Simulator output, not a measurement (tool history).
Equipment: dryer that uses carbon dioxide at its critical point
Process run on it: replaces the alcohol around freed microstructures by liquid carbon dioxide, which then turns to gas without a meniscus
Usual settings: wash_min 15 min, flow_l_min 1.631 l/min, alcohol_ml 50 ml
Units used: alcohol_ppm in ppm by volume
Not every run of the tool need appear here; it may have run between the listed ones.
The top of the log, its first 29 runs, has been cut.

run	hour	wash_min	flow_l_min	alcohol_ml	hours of work since the filter was changed	hours of work since the purifier's bed was changed	alcohol_ppm
30	1590.7	12	1.600	75	105	342	372
31	1644.0	12	1.600	75	134	372	379
32	1684.1	12	1.600	75	156	394	399
33	1751.0	13	1.230	81	194	431	778
34	1803.1	10	1.631	22	222	460	269
35	1835.3	15	1.670	44	240	478	147
36	1874.2	16	1.500	50	262	500	182
37	1903.7	15	1.460	105	278	516	364
38	1959.7	16	1.640	48	309	547	165
39	2016.1	16	2.060	38	341	578	115
40	2069.9	11	2.680	85	371	608	161
41	2102.5	17	2.100	93	389	626	131
42	2147.4	12	2.600	83	414	651	151

Below are 5 alternative next runs, each starting from the tool's condition after run 42. Predict each:
A	2202.0	10	2.600	83	444	682	?
B	2202.0	21	2.350	78	444	682	?
C	2202.0	18	1.730	36	444	682	?
D	2202.0	23	1.440	50	444	682	?
E	2202.0	12	2.720	24	444	682	?

run	alcohol_ppm
A	238
B	132
C	148
D	144
E	130
Stripped of hidden state, with their random variation kept, the same runs would have yielded:
run	alcohol_ppm
A	78
B	7
C	17
D	12
E	5
